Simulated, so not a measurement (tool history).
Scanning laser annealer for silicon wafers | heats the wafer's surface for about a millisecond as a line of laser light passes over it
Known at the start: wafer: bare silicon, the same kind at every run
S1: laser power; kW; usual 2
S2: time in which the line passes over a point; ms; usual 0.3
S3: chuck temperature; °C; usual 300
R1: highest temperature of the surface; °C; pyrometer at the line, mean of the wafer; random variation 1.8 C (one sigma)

run   hour     S1     S2   S3    R1
  1      0      2    0.3  300   997
  2      6  2.064    0.3  300  1025
  3   11.1      2    0.3  300   999
  4   16.7      2    0.3  300   997
  5   23.8      2  0.251  300   940
  6   30.8      2  0.333  300  1031
  7   38.9      2  0.333  300  1028
  8   46.5      2    0.3  300   996
  9   52.8      2    0.3  300   996
 10   56.8   1.98    0.3  300   990
 11     65   1.98    0.3  300   988
 12   69.6   1.98    0.3  300   986
 13   73.7  1.818    0.3  300   912
 14   77.8  2.176    0.3  300  1073
 15     85      2    0.3  300   994
 16   92.5      2    0.3  300   995
 17  100.5  1.796  0.213  306   817
 18  105.8  1.796  0.213  306   820
 19  110.5  2.027  0.213  266   861
 20  116.3  2.027  0.213  266   865
 21  123.7  2.027  0.213  266   864
 22  128.3  1.959  0.238  263   864
 23  135.1  1.814  0.238  339   886
 24  142.1  2.107  0.219  329   966
 25  146.8  1.993    0.3  291   979
 26  152.6  2.075    0.3  300  1024
 27  162.3  2.075  0.279  283   984
 28  171.9  2.075  0.279  283   981
 29  181.4  2.189    0.3  307  1081
 30    187  1.789  0.221  337   854

Measured less the same run without the tool's hidden state. The same run-to-run variation is in both; the gauge's scatter may not be:
The hidden state here: light that passes the window, % of a clean one's; laser's true power over the reading, %; width of the line over the set one, %; drift of the gauge itself on peak_c, C.
run   R1
  1  -34
  2  -35
  3  -34
  4  -35
  5  -32
  6  -37
  7  -37
  8  -35
  9  -36
 10  -36
 11  -36
 12  -36
 13  -32
 14  -42
 15  -38
 16  -38
 17  -28
 18  -29
 19  -34
 20  -34
 21  -34
 22  -35
 23  -32
 24  -37
 25  -41
 26  -43
 27  -42
 28  -43
 29  -47
 30  -32
